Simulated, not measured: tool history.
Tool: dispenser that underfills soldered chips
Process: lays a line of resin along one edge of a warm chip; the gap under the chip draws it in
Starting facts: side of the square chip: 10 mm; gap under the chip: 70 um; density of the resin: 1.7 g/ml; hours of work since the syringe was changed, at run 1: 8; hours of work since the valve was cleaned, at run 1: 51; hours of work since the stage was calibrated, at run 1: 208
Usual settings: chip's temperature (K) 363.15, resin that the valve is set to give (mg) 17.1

run	hour	chip's temperature (K)	resin that the valve is set to give (mg)	hours of work since the syringe was changed	hours of work since the valve was cleaned	hours of work since the stage was calibrated	time until the resin shows at the far edge (s)	resin that the valve gave (mg)
1	0	363.15	17.1	8	51	208	118.2	16.42
# hour 2.9: new syringe of resin
2	16.1	363.15	17.1	8	61	218	115.4	16.33
# hour 19.3: new syringe of resin
3	29.7	363.15	17.1	6	69	226	103.3	16.26
# hour 35.7: new syringe of resin
4	43.5	363.15	17.1	5	78	235	94.6	16.2
# hour 51.7: new syringe of resin
5	54	363.15	17.1	1	84	241	74	15.98
6	63.5	363.15	17.1	7	90	247	109.4	15.93
# hour 68: new syringe of resin
7	74.8	363.15	17.1	4	97	254	90.7	15.8
# hour 83.8: new syringe of resin
8	86.8	363.15	19.6	2	104	261	76.2	18.12
# hour 100.1: new syringe of resin
9	103	363.15	19.6	2	114	271	75.4	18.03
10	112.7	366.15	17.1	8	120	277	104.1	15.52
# hour 117: new syringe of resin
11	123.4	363.15	18.5	4	126	283	87	16.71
# hour 133: new syringe of resin
# hour 139.2: dispensing valve cleaned and set on the balance
12	139.2	363.15	18.5	3	0	292	81.6	18.37
# hour 149.7: new syringe of resin
13	152.2	358.15	18.5	2	8	300	86.5	18.25
14	163.7	363.15	17	9	15	307	118.1	16.71
# hour 166.4: new syringe of resin
15	171.3	363.15	17.1	3	20	312	81.4	16.78
16	181.3	363.15	17.1	9	26	318	120.9	16.76
# hour 182.3: new syringe of resin
17	193	363.15	17.1	7	33	325	103	16.59
# hour 198.5: new syringe of resin
18	205.1	374.15	17.1	4	40	333	68.1	16.42
# hour 214.2: new syringe of resin
19	218	374.15	17.1	2	48	340	59.4	16.36
# hour 230: new syringe of resin
20	230.8	374.15	17.1	0	56	348	52.8	16.35
21	240.2	374.15	17.1	6	62	354	76.1	16.33
# hour 246.8: new syringe of resin
22	249.8	374.15	17.1	2	67	360	56.7	16.39
# hour 262.6: new syringe of resin
23	263.8	363.15	14.7	1	76	368	75.7	13.66
24	271.3	365.15	16.1	5	80	373	90.8	15.08
# hour 278.5: new syringe of resin
25	287.3	365.15	16.1	5	90	382	93.4	15.01
# hour 294.4: new syringe of resin
26	294.6	376.15	17.1	0	94	387	48.8	15.83
27	306.2	349.15	17.1	7	102	394	160.4	15.88
# hour 311.4: new syringe of resin
28	315.4	362.15	15.3	3	107	400	84.8	14.1
# hour 327.4: new syringe of resin
29	331.1	373.15	16.8	2	117	409	62.3	15.22
# hour 343.7: new syringe of resin
30	344.2	373.15	16.8	0	125	417	54.5	15.18
31	357.3	373.15	16.8	8	133	425	91.8	15.18
# hour 360.8: new syringe of resin
# hour 362.9: dispensing valve cleaned and set on the balance
32	369.6	356.15	17.2	5	4	432	107.1	17.22
# hour 377.5: new syringe of resin
33	377.5	372.15	19.1	0	9	437	50.4	19
34	387.7	373.15	16.7	6	15	443	77.6	16.46
# hour 393.7: new syringe of resin
35	404.7	373.15	16.7	7	26	453	79.3	16.31
# hour 410.4: new syringe of resin
36	414.1	373.15	16.7	2	31	459	59.6	16.37

What differs in the tool's unlogged condition from the final listed run ahead of each entry between runs to the first listed run following it?
Between runs 1 and 2: new syringe of resin (hour 2.9)
  resin's viscosity, % of fresh resin's: 171.2 -> 166.9; dose that the valve gives, % of what is set: 96.2 -> 95.45; true chip temperature over the reading, C: 1.3 -> 1.36
  measured value less the no-hidden-state value, time until the resin shows at the far edge (s): +47.3 -> +44.4; resin that the valve gave (mg): -0.65 -> -0.78
Between runs 2 and 3: new syringe of resin (hour 19.3)
  resin's viscosity, % of fresh resin's: 166.9 -> 150.6; dose that the valve gives, % of what is set: 95.45 -> 94.89; true chip temperature over the reading, C: 1.36 -> 1.41
  measured value less the no-hidden-state value, time until the resin shows at the far edge (s): +44.4 -> +32.8; resin that the valve gave (mg): -0.78 -> -0.88
Between runs 3 and 4: new syringe of resin (hour 35.7)
  resin's viscosity, % of fresh resin's: 150.6 -> 136.3; dose that the valve gives, % of what is set: 94.89 -> 94.31; true chip temperature over the reading, C: 1.41 -> 1.47
  measured value less the no-hidden-state value, time until the resin shows at the far edge (s): +32.8 -> +23.4; resin that the valve gave (mg): -0.88 -> -0.97
Between runs 4 and 5: new syringe of resin (hour 51.7)
  resin's viscosity, % of fresh resin's: 136.3 -> 106.8; dose that the valve gives, % of what is set: 94.31 -> 93.82; true chip temperature over the reading, C: 1.47 -> 1.52
  measured value less the no-hidden-state value, time until the resin shows at the far edge (s): +23.4 -> +2.9; resin that the valve gave (mg): -0.97 -> -1.06
Between runs 6 and 7: new syringe of resin (hour 68)
  resin's viscosity, % of fresh resin's: 156.2 -> 129.8; dose that the valve gives, % of what is set: 93.42 -> 92.96; true chip temperature over the reading, C: 1.55 -> 1.6
  measured value less the no-hidden-state value, time until the resin shows at the far edge (s): +37.5 -> +19; resin that the valve gave (mg): -1.12 -> -1.2
Between runs 7 and 8: new syringe of resin (hour 83.8)
  resin's viscosity, % of fresh resin's: 129.8 -> 113.5; dose that the valve gives, % of what is set: 92.96 -> 92.43; true chip temperature over the reading, C: 1.6 -> 1.64
  measured value less the no-hidden-state value, time until the resin shows at the far edge (s): +19 -> +6.8; resin that the valve gave (mg): -1.2 -> -1.48
Between runs 8 and 9: new syringe of resin (hour 100.1)
  resin's viscosity, % of fresh resin's: 113.5 -> 111.6; dose that the valve gives, % of what is set: 92.43 -> 91.69; true chip temperature over the reading, C: 1.64 -> 1.7
  measured value less the no-hidden-state value, time until the resin shows at the far edge (s): +6.8 -> +5.5; resin that the valve gave (mg): -1.48 -> -1.63
Between runs 10 and 11: new syringe of resin (hour 117)
  resin's viscosity, % of fresh resin's: 164.5 -> 127.6; dose that the valve gives, % of what is set: 91.28 -> 90.81; true chip temperature over the reading, C: 1.74 -> 1.78
  measured value less the no-hidden-state value, time until the resin shows at the far edge (s): +39.4 -> +16.7; resin that the valve gave (mg): -1.48 -> -1.69
Between runs 11 and 12: new syringe of resin (hour 133); dispensing valve cleaned and set on the balance (hour 139.2)
  resin's viscosity, % of fresh resin's: 127.6 -> 122; dose that the valve gives, % of what is set: 90.81 -> 99.85; true chip temperature over the reading, C: 1.78 -> 1.84
  measured value less the no-hidden-state value, time until the resin shows at the far edge (s): +16.7 -> +11.3; resin that the valve gave (mg): -1.69 -> -0.03
Between runs 12 and 13: new syringe of resin (hour 149.7)
  resin's viscosity, % of fresh resin's: 122 -> 110.2; dose that the valve gives, % of what is set: 99.85 -> 99.25; true chip temperature over the reading, C: 1.84 -> 1.89
  measured value less the no-hidden-state value, time until the resin shows at the far edge (s): +11.3 -> +3.8; resin that the valve gave (mg): -0.03 -> -0.14
Between runs 14 and 15: new syringe of resin (hour 166.4)
  resin's viscosity, % of fresh resin's: 174.4 -> 121.1; dose that the valve gives, % of what is set: 98.69 -> 98.34; true chip temperature over the reading, C: 1.94 -> 1.97
  measured value less the no-hidden-state value, time until the resin shows at the far edge (s): +46.9 -> +10.9; resin that the valve gave (mg): -0.22 -> -0.29
Between runs 16 and 17: new syringe of resin (hour 182.3)
  resin's viscosity, % of fresh resin's: 180.3 -> 152.5; dose that the valve gives, % of what is set: 97.85 -> 97.38; true chip temperature over the reading, C: 2.01 -> 2.06
  measured value less the no-hidden-state value, time until the resin shows at the far edge (s): +50.5 -> +31.9; resin that the valve gave (mg): -0.37 -> -0.45
Between runs 17 and 18: new syringe of resin (hour 198.5)
  resin's viscosity, % of fresh resin's: 152.5 -> 131.8; dose that the valve gives, % of what is set: 97.38 -> 96.85; true chip temperature over the reading, C: 2.06 -> 2.11
  measured value less the no-hidden-state value, time until the resin shows at the far edge (s): +31.9 -> +14; resin that the valve gave (mg): -0.45 -> -0.54
Between runs 18 and 19: new syringe of resin (hour 214.2)
  resin's viscosity, % of fresh resin's: 131.8 -> 115.8; dose that the valve gives, % of what is set: 96.85 -> 96.23; true chip temperature over the reading, C: 2.11 -> 2.16
  measured value less the no-hidden-state value, time until the resin shows at the far edge (s): +14 -> +5.7; resin that the valve gave (mg): -0.54 -> -0.65
Between runs 19 and 20: new syringe of resin (hour 230)
  resin's viscosity, % of fresh resin's: 115.8 -> 102.6; dose that the valve gives, % of what is set: 96.23 -> 95.67; true chip temperature over the reading, C: 2.16 -> 2.21
  measured value less the no-hidden-state value, time until the resin shows at the far edge (s): +5.7 -> -1.1; resin that the valve gave (mg): -0.65 -> -0.74
Between runs 21 and 22: new syringe of resin (hour 246.8)
  resin's viscosity, % of fresh resin's: 149.2 -> 111.2; dose that the valve gives, % of what is set: 95.24 -> 94.79; true chip temperature over the reading, C: 2.25 -> 2.29
  measured value less the no-hidden-state value, time until the resin shows at the far edge (s): +22.7 -> +3.3; resin that the valve gave (mg): -0.82 -> -0.9
Between runs 22 and 23: new syringe of resin (hour 262.6)
  resin's viscosity, % of fresh resin's: 111.2 -> 104.3; dose that the valve gives, % of what is set: 94.79 -> 94.2; true chip temperature over the reading, C: 2.29 -> 2.35
  measured value less the no-hidden-state value, time until the resin shows at the far edge (s): +3.3 -> +0.3; resin that the valve gave (mg): -0.9 -> -0.85
Between runs 24 and 25: new syringe of resin (hour 278.5)
  resin's viscosity, % of fresh resin's: 140.2 -> 141.3; dose that the valve gives, % of what is set: 93.88 -> 93.09; true chip temperature over the reading, C: 2.38 -> 2.44
  measured value less the no-hidden-state value, time until the resin shows at the far edge (s): +23.1 -> +24.2; resin that the valve gave (mg): -0.98 -> -1.12
Between runs 25 and 26: new syringe of resin (hour 294.4)
  resin's viscosity, % of fresh resin's: 141.3 -> 101; dose that the valve gives, % of what is set: 93.09 -> 92.75; true chip temperature over the reading, C: 2.44 -> 2.47
  measured value less the no-hidden-state value, time until the resin shows at the far edge (s): +24.2 -> -1.7; resin that the valve gave (mg): -1.12 -> -1.24
Between runs 27 and 28: new syringe of resin (hour 311.4)
  resin's viscosity, % of fresh resin's: 160.3 -> 117.1; dose that the valve gives, % of what is set: 92.27 -> 91.87; true chip temperature over the reading, C: 2.52 -> 2.55
  measured value less the no-hidden-state value, time until the resin shows at the far edge (s): +54.8 -> +9.6; resin that the valve gave (mg): -1.32 -> -1.24
Between runs 28 and 29: new syringe of resin (hour 327.4)
  resin's viscosity, % of fresh resin's: 117.1 -> 116.6; dose that the valve gives, % of what is set: 91.87 -> 91.13; true chip temperature over the reading, C: 2.55 -> 2.62
  measured value less the no-hidden-state value, time until the resin shows at the far edge (s): +9.6 -> +6.5; resin that the valve gave (mg): -1.24 -> -1.49
Between runs 29 and 30: new syringe of resin (hour 343.7)
  resin's viscosity, % of fresh resin's: 116.6 -> 102.2; dose that the valve gives, % of what is set: 91.13 -> 90.59; true chip temperature over the reading, C: 2.62 -> 2.67
  measured value less the no-hidden-state value, time until the resin shows at the far edge (s): +6.5 -> -1.1; resin that the valve gave (mg): -1.49 -> -1.57
Between runs 31 and 32: new syringe of resin (hour 360.8); dispensing valve cleaned and set on the balance (hour 362.9)
  resin's viscosity, % of fresh resin's: 171.7 -> 133.7; dose that the valve gives, % of what is set: 90.02 -> 99.58; true chip temperature over the reading, C: 2.72 -> 2.76
  measured value less the no-hidden-state value, time until the resin shows at the far edge (s): +35.9 -> +20.7; resin that the valve gave (mg): -1.68 -> -0.07
Between runs 32 and 33: new syringe of resin (hour 377.5)
  resin's viscosity, % of fresh resin's: 133.7 -> 100.4; dose that the valve gives, % of what is set: 99.58 -> 99.22; true chip temperature over the reading, C: 2.76 -> 2.79
  measured value less the no-hidden-state value, time until the resin shows at the far edge (s): +20.7 -> -3.5; resin that the valve gave (mg): -0.07 -> -0.15
Between runs 34 and 35: new syringe of resin (hour 393.7)
  resin's viscosity, % of fresh resin's: 150.5 -> 154; dose that the valve gives, % of what is set: 98.75 -> 97.94; true chip temperature over the reading, C: 2.83 -> 2.91
  measured value less the no-hidden-state value, time until the resin shows at the far edge (s): +22.4 -> +24; resin that the valve gave (mg): -0.21 -> -0.34
Between runs 35 and 36: new syringe of resin (hour 410.4)
  resin's viscosity, % of fresh resin's: 154 -> 116.9; dose that the valve gives, % of what is set: 97.94 -> 97.48; true chip temperature over the reading, C: 2.91 -> 2.95
  measured value less the no-hidden-state value, time until the resin shows at the far edge (s): +24 -> +5; resin that the valve gave (mg): -0.34 -> -0.42
